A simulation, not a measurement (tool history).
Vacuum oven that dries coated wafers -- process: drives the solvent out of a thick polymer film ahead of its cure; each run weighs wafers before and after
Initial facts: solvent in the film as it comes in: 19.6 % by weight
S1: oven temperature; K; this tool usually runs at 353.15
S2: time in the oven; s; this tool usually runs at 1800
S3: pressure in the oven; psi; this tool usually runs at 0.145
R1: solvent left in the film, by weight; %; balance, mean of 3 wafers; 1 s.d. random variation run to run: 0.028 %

run    hour      S1    S2     S3    R1
  1       0  353.15  1800  0.145   1.9
  2    95.7  353.15  1800  0.145  1.92
  3   194.9  353.15  1200  0.145  3.51
  4   281.7  353.15  1200  0.145  3.52
  5   391.6  353.15  1200  0.145  3.55
  6   443.2  353.15  1800  0.525  4.06
  7   513.3  353.15  1800  0.525  3.93
  8   603.1  353.15  1800  0.525  4.07
  9   660.8  353.15  1800  0.525  4.07
 10   776.3  353.15  1800  0.525  4.08
 11   862.8  353.15  1800  0.145  2.05
 12   945.8  353.15  1800  0.145  2.14
 13  1035.2  353.15  1800  0.145  2.19
 14  1087.9  353.15  1800  0.145  2.15
 15  1196.7  353.15  1800  0.145  2.18
 16    1264  353.15  1800  0.145  2.15
 17  1340.8  353.15  1800  0.145  2.17
 18  1458.3  353.15  1680  0.145  2.42
 19  1555.7  353.15  1680  0.145  2.48
 20  1641.6  358.15  1800  0.145  1.38
 21  1748.7  353.15  1680  0.145  2.49
 22  1805.6  353.15  1800  0.354  3.46
     1873.9  -- oven's thermocouples calibrated
 23  1898.3  351.15  3060  0.145  1.25
 24  2009.5  360.15  2520  0.145  0.77
 25  2093.4  353.15  2580    0.3  2.07
 26  2214.4  353.15  2580    0.3  2.05
 27  2318.2  353.15  2580    0.3  2.12
 28  2416.2  353.15  1440  0.293  3.37
 29  2534.5  353.15  1440  0.293  3.45
 30    2640  353.15  1440  0.293  3.41
     2703.4  -- vacuum gauge cleaned of residue and calibrated
 31  2713.2  344.15  1800  0.145  4.27
 32  2821.3  344.15  3120  0.075  1.63
 33  2912.4  340.15  1200  0.157  8.14
 34  3036.9  340.15  1200  0.157  8.13
 35    3134  340.15  1200  0.157   8.1
 36  3234.7  340.15  1200  0.157   8.2
 37    3360  340.15  1200  0.157   8.2
 38  3430.7  340.15  1200  0.157  8.31
 39  3512.2  340.15  1200  0.157   8.2
 40  3636.1  341.15  2940  0.309  4.74
 41  3740.1  341.15  2940  0.309  4.72
 42  3851.3  341.15  2940  0.309  4.83
 43  3977.2  358.15  1440  0.119  1.53

Below are 5 alternative next runs, each starting from the tool's condition after run 43. Predict each:
  A  4045.2  338.15  1440  0.115   ?
  B  4045.2  364.15  2040  0.145   ?
  C  4045.2  349.15  1260  0.102   ?
  D  4045.2  358.15  1440   0.18   ?
  E  4045.2  341.15  1740  0.123   ?

run    R1
  A  7.95
  B  0.61
  C   4.5
  D  1.85
  E  5.85
Stripped of hidden state, with their random variation kept, the same runs would have yielded:
run    R1
  A  7.35
  B  0.51
  C  3.98
  D  1.56
  E  5.24
